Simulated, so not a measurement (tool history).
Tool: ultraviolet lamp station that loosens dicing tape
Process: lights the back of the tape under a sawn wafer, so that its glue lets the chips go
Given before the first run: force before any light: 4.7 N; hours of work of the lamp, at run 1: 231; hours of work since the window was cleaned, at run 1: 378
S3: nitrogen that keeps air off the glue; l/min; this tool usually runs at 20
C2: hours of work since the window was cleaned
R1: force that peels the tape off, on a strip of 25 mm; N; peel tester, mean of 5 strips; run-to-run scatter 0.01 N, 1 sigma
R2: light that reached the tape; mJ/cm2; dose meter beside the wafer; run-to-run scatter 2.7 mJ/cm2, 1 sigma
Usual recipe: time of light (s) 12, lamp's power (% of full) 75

Run 1, day 0: usual settings; hours of work of the lamp 231; C2 378. Result: R1 0.557 N, R2 309 mJ/cm2.
Run 2, day 0.167: usual settings; hours of work of the lamp 233; C2 380. Result: R1 0.574 N, R2 304 mJ/cm2.
Run 3, day 0.558: usual settings but lamp's power (% of full) 71; hours of work of the lamp 239; C2 386. Result: R1 0.671 N, R2 284 mJ/cm2.
Run 4, day 0.879: usual settings but lamp's power (% of full) 71; hours of work of the lamp 243; C2 390. Result: R1 0.616 N, R2 289 mJ/cm2.
Run 5, day 1.238: usual settings but lamp's power (% of full) 79; hours of work of the lamp 249; C2 396. Result: R1 0.557 N, R2 318 mJ/cm2.
Run 6, day 1.467: usual settings but time of light (s) 11; hours of work of the lamp 252; C2 399. Result: R1 0.686 N, R2 277 mJ/cm2.
Run 7, day 1.633: usual settings but time of light (s) 11; hours of work of the lamp 254; C2 401. Result: R1 0.682 N, R2 279 mJ/cm2.
Run 8, day 1.992: usual settings but S3 8 l/min; hours of work of the lamp 259; C2 406. Result: R1 0.797 N, R2 298 mJ/cm2.
Run 9, day 2.325: usual settings but lamp's power (% of full) 64, S3 8 l/min; hours of work of the lamp 264; C2 411. Result: R1 1.015 N, R2 261 mJ/cm2.
Run 10, day 2.654: usual settings; hours of work of the lamp 269; C2 416. Result: R1 0.599 N, R2 300 mJ/cm2.
Run 11, day 3.058: usual settings; hours of work of the lamp 275; C2 422. Result: R1 0.612 N, R2 303 mJ/cm2.
Run 12, day 3.438: usual settings; hours of work of the lamp 280; C2 427. Result: R1 0.602 N, R2 298 mJ/cm2.
Run 13, day 3.817: usual settings; hours of work of the lamp 285; C2 432. Result: R1 0.608 N, R2 297 mJ/cm2.
Run 14, day 4.212: usual settings but time of light (s) 17; hours of work of the lamp 291; C2 438. Result: R1 0.382 N, R2 421 mJ/cm2.
Run 15, day 4.383: usual settings; hours of work of the lamp 294; C2 441. Result: R1 0.627 N, R2 291 mJ/cm2.
Run 16, day 4.604: usual settings; hours of work of the lamp 297; C2 444. Result: R1 0.626 N, R2 292 mJ/cm2.
Run 17, day 4.896: usual settings but lamp's power (% of full) 64; hours of work of the lamp 301; C2 448. Result: R1 0.801 N, R2 252 mJ/cm2.
Run 18, day 5.138: usual settings but lamp's power (% of full) 96, S3 19 l/min; hours of work of the lamp 304; C2 451. Result: R1 0.437 N, R2 369 mJ/cm2.
Run 19, day 5.388: usual settings but time of light (s) 9, lamp's power (% of full) 70, S3 12 l/min; hours of work of the lamp 308; C2 455. Result: R1 1.196 N, R2 204 mJ/cm2.
Run 20, day 5.75: usual settings but time of light (s) 16, lamp's power (% of full) 83, S3 12 l/min; hours of work of the lamp 313; C2 460. Result: R1 0.395 N, R2 432 mJ/cm2.
Run 21, day 6.046: usual settings but lamp's power (% of full) 86, S3 30 l/min; hours of work of the lamp 317; C2 464. Result: R1 0.477 N, R2 329 mJ/cm2.
Run 22, day 6.283: usual settings but time of light (s) 11, lamp's power (% of full) 64, S3 14 l/min; hours of work of the lamp 321; C2 468. Result: R1 1.024 N, R2 231 mJ/cm2.
Run 23, day 6.567: usual settings but time of light (s) 11, lamp's power (% of full) 64, S3 14 l/min; hours of work of the lamp 325; C2 472. Result: R1 1.009 N, R2 228 mJ/cm2.
Run 24, day 6.829: usual settings but time of light (s) 11, lamp's power (% of full) 68, S3 33 l/min; hours of work of the lamp 329; C2 476. Result: R1 0.747 N, R2 238 mJ/cm2.
Run 25, day 7.008: usual settings but time of light (s) 8; hours of work of the lamp 331; C2 478. Result: R1 1.163 N, R2 191 mJ/cm2.
Run 26, day 7.329: usual settings but time of light (s) 14, lamp's power (% of full) 97, S3 28 l/min; hours of work of the lamp 336; C2 483. Result: R1 0.343 N, R2 434 mJ/cm2.
Run 27, day 7.725: usual settings but lamp's power (% of full) 79, S3 21 l/min; hours of work of the lamp 341; C2 488. Result: R1 0.606 N, R2 304 mJ/cm2.
Run 28, day 7.954: usual settings but time of light (s) 16; hours of work of the lamp 345; C2 492. Result: R1 0.418 N, R2 377 mJ/cm2.
Run 29, day 8.3: usual settings but time of light (s) 7, S3 16 l/min; hours of work of the lamp 350; C2 497. Result: R1 1.425 N, R2 166 mJ/cm2.
Run 30, day 8.629: usual settings but time of light (s) 22, S3 27 l/min; hours of work of the lamp 354; C2 501. Result: R1 0.273 N, R2 525 mJ/cm2.
Run 31, day 8.979: usual settings but time of light (s) 14, lamp's power (% of full) 69, S3 27 l/min; hours of work of the lamp 359; C2 506. Result: R1 0.576 N, R2 303 mJ/cm2.
Run 32, day 9.188: usual settings but time of light (s) 21, lamp's power (% of full) 100, S3 10 l/min; hours of work of the lamp 362; C2 509. Result: R1 0.265 N, R2 664 mJ/cm2.

Consider 4 possible next runs. They are alternatives, not a sequence: every one starts from the tool as it was left by run 32. What does each give?
Run A, day 9.521: usual settings but time of light (s) 9, lamp's power (% of full) 67, S3 16 l/min; hours of work of the lamp 367; C2 514. Result: R1 ?, R2 ?.
Run B, day 9.521: usual settings but lamp's power (% of full) 91, S3 37 l/min; hours of work of the lamp 367; C2 514. Result: R1 ?, R2 ?.
Run C, day 9.521: usual settings but time of light (s) 6, lamp's power (% of full) 100, S3 30 l/min; hours of work of the lamp 367; C2 514. Result: R1 ?, R2 ?.
Run D, day 9.521: usual settings but lamp's power (% of full) 81; hours of work of the lamp 367; C2 514. Result: R1 ?, R2 ?.

run     R1   R2
  A  1.236  191
  B  0.432  342
  C  1.077  188
  D  0.579  306
With the hidden condition removed and each run's random variation left untouched, the same runs would have given:
run     R1   R2
  A  0.864  249
  B  0.306  447
  C  0.739  247
  D  0.386  400
